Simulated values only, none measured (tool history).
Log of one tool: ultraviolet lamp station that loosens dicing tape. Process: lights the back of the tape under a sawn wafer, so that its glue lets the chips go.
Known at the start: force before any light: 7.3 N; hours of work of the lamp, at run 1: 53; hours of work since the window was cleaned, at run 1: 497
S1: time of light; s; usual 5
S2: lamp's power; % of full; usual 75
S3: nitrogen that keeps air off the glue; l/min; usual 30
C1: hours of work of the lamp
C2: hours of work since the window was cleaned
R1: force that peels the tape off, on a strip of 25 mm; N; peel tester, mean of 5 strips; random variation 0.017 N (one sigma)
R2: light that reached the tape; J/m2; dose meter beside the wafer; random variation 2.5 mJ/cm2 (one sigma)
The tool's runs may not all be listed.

run 1 day=0.000 | S1=5 S2=75 S3=30 | C1=53 C2=497 | R1=0.944 R2=2700
run 2 day=0.217 | S1=5 S2=75 S3=30 | C1=56 C2=500 | R1=0.963 R2=2730
run 3 day=0.571 | S1=5 S2=75 S3=30 | C1=61 C2=504 | R1=0.989 R2=2720
run 4 day=0.992 | S1=5 S2=89 S3=30 | C1=67 C2=510 | R1=0.687 R2=3210
run 5 day=1.325 | S1=5 S2=89 S3=30 | C1=71 C2=514 | R1=0.693 R2=3210
run 6 day=1.762 | S1=5 S2=75 S3=15 | C1=77 C2=520 | R1=1.445 R2=2730
run 7 day=2.038 | S1=5 S2=75 S3=9 | C1=81 C2=524 | R1=1.952 R2=2700
run 8 day=2.458 | S1=5 S2=75 S3=9 | C1=86 C2=529 | R1=1.898 R2=2710
run 9 day=2.850 | S1=5 S2=90 S3=10 | C1=91 C2=535 | R1=1.425 R2=3190
-- day=3.054 window cleaned of glue's vapour
run 10 day=3.225 | S1=5 S2=90 S3=10 | C1=96 C2=2 | R1=1.298 R2=3410
run 11 day=3.467 | S1=10 S2=90 S3=37 | C1=99 C2=5 | R1=0.217 R2=6760
run 12 day=3.738 | S1=2 S2=72 S3=30 | C1=103 C2=9 | R1=3.067 R2=1090
run 13 day=4.146 | S1=4 S2=68 S3=24 | C1=108 C2=14 | R1=1.621 R2=2060
run 14 day=4.388 | S1=4 S2=68 S3=24 | C1=111 C2=18 | R1=1.682 R2=2030
run 15 day=4.804 | S1=4 S2=68 S3=24 | C1=117 C2=23 | R1=1.708 R2=2080

3 ways to go on from here, each from the tool as it stands after run 15. What would each give?
run A day=5.192 | S1=5 S2=79 S3=30 | C1=122 C2=28 | R1=? R2=?
run B day=5.192 | S1=4 S2=62 S3=24 | C1=122 C2=28 | R1=? R2=?
run C day=5.192 | S1=4 S2=61 S3=60 | C1=122 C2=28 | R1=? R2=?

run=A R1=0.823 R2=2990
run=B R1=1.892 R2=1840
run=C R1=1.311 R2=1780
Without the tool's hidden state the same runs would have given:
run=A R1=0.765 R2=3110
run=B R1=1.796 R2=1920
run=C R1=1.229 R2=1860

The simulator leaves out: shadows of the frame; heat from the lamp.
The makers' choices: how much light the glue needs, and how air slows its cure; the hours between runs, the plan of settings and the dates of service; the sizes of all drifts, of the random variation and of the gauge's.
